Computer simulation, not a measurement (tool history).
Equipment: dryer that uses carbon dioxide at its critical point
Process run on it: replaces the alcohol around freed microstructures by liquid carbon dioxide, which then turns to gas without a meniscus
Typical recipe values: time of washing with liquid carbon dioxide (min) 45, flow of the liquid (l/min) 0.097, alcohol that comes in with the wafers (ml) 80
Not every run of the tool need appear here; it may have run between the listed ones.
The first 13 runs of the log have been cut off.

run   hour  time of washing with liquid carbon dioxide (min)  flow of the liquid (l/min)  alcohol that comes in with the wafers (ml)  alcohol left in the vessel before it's heated (ppm by volume)
 14  168.6                                                57                       0.097                                          80                                                             42
 15  178.7                                                57                       0.097                                          80                                                             31
 16  195.4                                                57                       0.097                                          80                                                             41
 17  211.3                                                57                       0.097                                          80                                                             35
 18  224.4                                                33                       0.097                                          80                                                            549
 19    240                                                33                       0.097                                          80                                                            567
 20    257                                                33                       0.097                                          80                                                            573
 21  269.7                                                33                       0.097                                          80                                                            576
 22    285                                                65                      0.0618                                          80                                                            206
 23  298.2                                                65                      0.0618                                          80                                                            207
 24  307.2                                                47                       0.141                                          80                                                             43
 25  323.3                                                57                      0.0652                                          29                                                            147
 26  333.6                                                57                      0.0652                                          29                                                            139
 27  340.7                                                39                      0.1238                                          31                                                             49
 28  348.9                                                52                       0.097                                          80                                                             65
 29  357.2                                                52                       0.097                                          80                                                             70
 30  368.1                                                43                      0.1509                                          80                                                             41
 31  382.5                                                33                      0.1129                                          80                                                            255
 32  398.2                                                36                      0.1129                                         119                                                            215
 33  406.1                                                36                      0.1636                                          29                                                             48
 34  414.2                                                71                      0.0798                                          39                                                             46
 35  422.1                                                36                      0.1283                                          80                                                             76
 36  429.7                                                36                      0.1283                                          80                                                             92
 37  441.6                                                38                      0.1434                                          64                                                             50
 38  457.8                                                64                      0.1555                                          22                                                             53

Run 39 has not been measured yet. What should we expect?
 39  471.6                                                45                      0.0858                                          20                                                              ?

{"run 39": {"alcohol left in the vessel before it's heated (ppm by volume)": 106}}
With the hidden condition absent and the run-to-run variation left alone, this run would have shown alcohol left in the vessel before it's heated (ppm by volume) 46.
